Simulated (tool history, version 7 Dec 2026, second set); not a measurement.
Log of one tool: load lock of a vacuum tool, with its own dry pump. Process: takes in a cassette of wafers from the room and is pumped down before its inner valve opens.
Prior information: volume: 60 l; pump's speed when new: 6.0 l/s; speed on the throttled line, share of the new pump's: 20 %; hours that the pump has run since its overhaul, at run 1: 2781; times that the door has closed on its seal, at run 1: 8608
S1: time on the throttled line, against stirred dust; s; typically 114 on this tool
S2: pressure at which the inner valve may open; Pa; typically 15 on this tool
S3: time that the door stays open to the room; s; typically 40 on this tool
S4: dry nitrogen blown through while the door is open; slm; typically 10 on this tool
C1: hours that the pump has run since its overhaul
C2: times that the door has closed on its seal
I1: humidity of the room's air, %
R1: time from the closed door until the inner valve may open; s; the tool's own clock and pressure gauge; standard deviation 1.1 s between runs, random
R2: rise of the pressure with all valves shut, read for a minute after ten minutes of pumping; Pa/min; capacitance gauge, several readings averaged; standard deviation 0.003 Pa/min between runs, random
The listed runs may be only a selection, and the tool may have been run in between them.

Run 1, hour 0.0: usual settings; C1 2781; C2 8608; I1 46.5. Result: R1 184.6 s, R2 0.053 Pa/min.
Run 2, hour 92.2: usual settings but S3 37 s; C1 2873; C2 9030; I1 44.9. Result: R1 184.6 s, R2 0.046 Pa/min.
Run 3, hour 138.8: usual settings but S1 128 s, S3 37 s; C1 2920; C2 9243; I1 45.4. Result: R1 195.8 s, R2 0.045 Pa/min.
Run 4, hour 196.8: usual settings but S1 128 s, S3 37 s; C1 2978; C2 9508; I1 44.7. Result: R1 195.3 s, R2 0.049 Pa/min.
Run 5, hour 267.0: usual settings but S3 130 s; C1 3048; C2 9829; I1 44.9. Result: R1 183.7 s, R2 0.069 Pa/min.
Run 6, hour 312.5: usual settings; C1 3093; C2 10037; I1 44.6. Result: R1 182.9 s, R2 0.051 Pa/min.
Run 7, hour 385.1: usual settings but S2 27 Pa; C1 3166; C2 10369; I1 45.0. Result: R1 177.8 s, R2 0.050 Pa/min.
Run 8, hour 448.5: usual settings but S2 27 Pa; C1 3229; C2 10659; I1 44.9. Result: R1 176.9 s, R2 0.053 Pa/min.
Run 9, hour 534.9: usual settings; C1 3316; C2 11054; I1 42.2. Result: R1 182.4 s, R2 0.055 Pa/min.
Run 10, hour 586.3: usual settings; C1 3367; C2 11289; I1 44.2. Result: R1 183.5 s, R2 0.056 Pa/min.
Run 11, hour 650.3: usual settings but S2 29 Pa; C1 3431; C2 11582; I1 45.3. Result: R1 177.9 s, R2 0.060 Pa/min.
Run 12, hour 727.6: usual settings but S1 201 s, S2 24 Pa, S3 83 s, S4 38 slm; C1 3508; C2 11935; I1 45.0. Result: R1 248.1 s, R2 0.048 Pa/min.
Run 13, hour 776.6: usual settings but S1 130 s, S2 18 Pa, S4 13 slm; C1 3557; C2 12159; I1 45.5. Result: R1 194.5 s, R2 0.049 Pa/min.
Run 14, hour 871.2: usual settings but S1 197 s, S2 11 Pa; C1 3652; C2 12592; I1 43.0. Result: R1 253.5 s, R2 0.059 Pa/min.
Run 15, hour 966.7: usual settings but S1 197 s, S2 11 Pa; C1 3748; C2 13028; I1 47.5. Result: R1 253.2 s, R2 0.057 Pa/min.
Run 16, hour 1006.1: usual settings but S1 123 s, S4 9 slm; C1 3787; C2 13208; I1 42.0. Result: R1 190.1 s, R2 0.059 Pa/min.
Run 17, hour 1081.9: usual settings but S1 160 s, S2 10 Pa, S4 9 slm; C1 3863; C2 13555; I1 46.3. Result: R1 222.6 s, R2 0.063 Pa/min.
Run 18, hour 1169.9: usual settings but S1 160 s, S2 10 Pa, S4 9 slm; C1 3951; C2 13957; I1 45.8. Result: R1 224.2 s, R2 0.064 Pa/min.
Run 19, hour 1208.8: usual settings but S1 168 s, S2 27 Pa, S3 182 s, S4 7 slm; C1 3990; C2 14136; I1 44.1. Result: R1 220.9 s, R2 0.105 Pa/min.
Run 20, hour 1294.5: usual settings but S1 168 s, S2 27 Pa, S3 182 s, S4 7 slm; C1 4075; C2 14527; I1 43.7. Result: R1 216.3 s, R2 0.105 Pa/min.
Run 21, hour 1343.3: usual settings but S1 80 s, S4 31 slm; C1 4124; C2 14750; I1 49.7. Result: R1 157.2 s, R2 0.052 Pa/min.
Run 22, hour 1437.9: usual settings but S1 80 s, S4 31 slm; C1 4219; C2 15183; I1 47.5. Result: R1 157.8 s, R2 0.055 Pa/min.

Measured minus without-hidden-state, run by run (identical run-to-run variation in each term; gauge scatter may differ):
The tool's hidden condition here consists of: pump's speed, % of a new pump's; leak at the door's seal, Pa l/s; drift of the gauge itself on ready_s, %; drift of the gauge itself on rise_pa_min, %.
run    R1      R2
  1  +3.7  +0.022
  2  +3.9  +0.023
  3  +4.0  +0.023
  4  +4.0  +0.024
  5  +4.0  +0.026
  6  +4.0  +0.025
  7  +3.7  +0.027
  8  +3.9  +0.027
  9  +4.3  +0.029
 10  +4.4  +0.030
 11  +4.0  +0.030
 12  +3.0  +0.031
 13  +4.3  +0.031
 14  +4.0  +0.033
 15  +4.1  +0.035
 16  +4.9  +0.034
 17  +4.7  +0.037
 18  +4.8  +0.037
 19  +3.8  +0.038
 20  +3.7  +0.040
 21  +6.0  +0.040
 22  +6.1  +0.042
